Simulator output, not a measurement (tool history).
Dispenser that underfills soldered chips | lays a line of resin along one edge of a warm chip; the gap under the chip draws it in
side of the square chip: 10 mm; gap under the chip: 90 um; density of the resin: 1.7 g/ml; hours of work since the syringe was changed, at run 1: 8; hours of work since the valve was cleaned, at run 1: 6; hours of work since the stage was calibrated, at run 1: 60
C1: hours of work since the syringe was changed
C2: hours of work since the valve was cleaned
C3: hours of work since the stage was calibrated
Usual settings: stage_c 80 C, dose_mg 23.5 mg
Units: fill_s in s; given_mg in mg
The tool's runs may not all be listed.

run 1 day=0.000 | stage_c=80 dose_mg=23.5 | C1=8 C2=6 C3=60 | fill_s=121.1 given_mg=23.12
-- day=0.108 new syringe of resin
run 2 day=0.271 | stage_c=80 dose_mg=23.5 | C1=3 C2=10 C3=65 | fill_s=86.5 given_mg=23.37
run 3 day=0.692 | stage_c=80 dose_mg=23.5 | C1=9 C2=16 C3=71 | fill_s=135.9 given_mg=23.23
-- day=0.746 new syringe of resin
run 4 day=0.988 | stage_c=80 dose_mg=23.5 | C1=4 C2=21 C3=76 | fill_s=93.4 given_mg=22.76
run 5 day=1.317 | stage_c=87 dose_mg=23.5 | C1=9 C2=26 C3=81 | fill_s=96.3 given_mg=22.86
-- day=1.362 new syringe of resin
run 6 day=1.788 | stage_c=80 dose_mg=23.5 | C1=7 C2=34 C3=88 | fill_s=115.7 given_mg=22.70
-- day=1.983 new syringe of resin
run 7 day=2.042 | stage_c=80 dose_mg=23.5 | C1=1 C2=37 C3=92 | fill_s=75.9 given_mg=22.59
run 8 day=2.242 | stage_c=80 dose_mg=23.5 | C1=4 C2=41 C3=95 | fill_s=95.7 given_mg=22.51
-- day=2.617 new syringe of resin
run 9 day=2.642 | stage_c=80 dose_mg=23.5 | C1=0 C2=47 C3=102 | fill_s=76.2 given_mg=22.38
run 10 day=2.908 | stage_c=80 dose_mg=23.5 | C1=5 C2=51 C3=106 | fill_s=101.4 given_mg=22.30
run 11 day=3.112 | stage_c=80 dose_mg=23.5 | C1=8 C2=54 C3=109 | fill_s=126.0 given_mg=22.13
-- day=3.233 new syringe of resin
run 12 day=3.512 | stage_c=80 dose_mg=23.5 | C1=4 C2=60 C3=115 | fill_s=102.0 given_mg=22.05
-- day=3.862 new syringe of resin
run 13 day=3.954 | stage_c=80 dose_mg=23.5 | C1=1 C2=67 C3=122 | fill_s=82.3 given_mg=22.02
run 14 day=4.383 | stage_c=80 dose_mg=23.5 | C1=8 C2=74 C3=129 | fill_s=131.1 given_mg=21.81
-- day=4.479 new syringe of resin
-- day=4.762 dispensing valve cleaned and set on the balance
run 15 day=4.867 | stage_c=80 dose_mg=23.5 | C1=6 C2=2 C3=136 | fill_s=103.9 given_mg=23.48
-- day=5.158 new syringe of resin
run 16 day=5.233 | stage_c=80 dose_mg=23.5 | C1=1 C2=7 C3=141 | fill_s=78.1 given_mg=23.17
run 17 day=5.658 | stage_c=80 dose_mg=23.5 | C1=8 C2=14 C3=148 | fill_s=124.3 given_mg=23.35
-- day=5.788 new syringe of resin
run 18 day=6.071 | stage_c=80 dose_mg=23.5 | C1=5 C2=20 C3=155 | fill_s=99.6 given_mg=22.91
-- day=6.408 new syringe of resin
run 19 day=6.496 | stage_c=80 dose_mg=23.5 | C1=1 C2=27 C3=161 | fill_s=80.6 given_mg=22.88
run 20 day=6.958 | stage_c=87 dose_mg=22.5 | C1=9 C2=34 C3=169 | fill_s=100.4 given_mg=21.78
-- day=7.029 new syringe of resin
run 21 day=7.208 | stage_c=89 dose_mg=25.6 | C1=3 C2=38 C3=172 | fill_s=58.0 given_mg=24.35
run 22 day=7.492 | stage_c=78 dose_mg=25.6 | C1=7 C2=43 C3=177 | fill_s=135.4 given_mg=24.47
-- day=7.650 new syringe of resin
run 23 day=7.779 | stage_c=75 dose_mg=27.3 | C1=2 C2=47 C3=181 | fill_s=107.6 given_mg=26.12
run 24 day=8.229 | stage_c=82 dose_mg=28.7 | C1=9 C2=54 C3=188 | fill_s=125.0 given_mg=27.47
-- day=8.283 new syringe of resin
run 25 day=8.621 | stage_c=82 dose_mg=28.7 | C1=5 C2=60 C3=195 | fill_s=95.4 given_mg=27.13
run 26 day=8.862 | stage_c=92 dose_mg=28.0 | C1=9 C2=64 C3=198 | fill_s=80.0 given_mg=26.28
-- day=8.908 new syringe of resin
run 27 day=9.104 | stage_c=92 dose_mg=28.0 | C1=3 C2=68 C3=202 | fill_s=52.3 given_mg=26.35
run 28 day=9.317 | stage_c=92 dose_mg=25.0 | C1=7 C2=71 C3=205 | fill_s=66.4 given_mg=23.22
-- day=9.525 new syringe of resin
run 29 day=9.558 | stage_c=92 dose_mg=25.0 | C1=0 C2=75 C3=209 | fill_s=45.0 given_mg=23.24
-- day=9.850 dispensing valve cleaned and set on the balance
run 30 day=9.946 | stage_c=69 dose_mg=21.2 | C1=6 C2=2 C3=215 | fill_s=199.8 given_mg=21.15
-- day=10.175 new syringe of resin
run 31 day=10.338 | stage_c=69 dose_mg=21.2 | C1=3 C2=8 C3=221 | fill_s=159.7 given_mg=20.97
run 32 day=10.542 | stage_c=69 dose_mg=27.6 | C1=6 C2=11 C3=224 | fill_s=191.3 given_mg=27.29
-- day=10.808 new syringe of resin
run 33 day=10.996 | stage_c=91 dose_mg=29.6 | C1=3 C2=18 C3=231 | fill_s=54.0 given_mg=28.95
run 34 day=11.246 | stage_c=89 dose_mg=26.5 | C1=7 C2=22 C3=235 | fill_s=78.1 given_mg=25.91

5 ways to go on from here, each from the tool as it stands after run 34. What would each give?
-- day=11.412 new syringe of resin
run A day=11.700 | stage_c=81 dose_mg=27.9 | C1=5 C2=29 C3=242 | fill_s=? given_mg=?
-- day=11.412 new syringe of resin
run B day=11.700 | stage_c=75 dose_mg=27.0 | C1=5 C2=29 C3=242 | fill_s=? given_mg=?
-- day=11.412 new syringe of resin
run C day=11.700 | stage_c=86 dose_mg=20.8 | C1=5 C2=29 C3=242 | fill_s=? given_mg=?
-- day=11.412 new syringe of resin
run D day=11.700 | stage_c=77 dose_mg=24.1 | C1=5 C2=29 C3=242 | fill_s=? given_mg=?
-- day=11.412 new syringe of resin
run E day=11.700 | stage_c=75 dose_mg=22.6 | C1=5 C2=29 C3=242 | fill_s=? given_mg=?

run=A fill_s=98.7 given_mg=26.93
run=B fill_s=134.4 given_mg=26.26
run=C fill_s=80.1 given_mg=20.21
run=D fill_s=123.1 given_mg=23.32
run=E fill_s=136.7 given_mg=22.04
Without the tool's hidden state the same runs would have given:
run=A fill_s=65.1 given_mg=27.77
run=B fill_s=88.3 given_mg=27.08
run=C fill_s=52.5 given_mg=20.84
run=D fill_s=81.0 given_mg=24.04
run=E fill_s=89.5 given_mg=22.73

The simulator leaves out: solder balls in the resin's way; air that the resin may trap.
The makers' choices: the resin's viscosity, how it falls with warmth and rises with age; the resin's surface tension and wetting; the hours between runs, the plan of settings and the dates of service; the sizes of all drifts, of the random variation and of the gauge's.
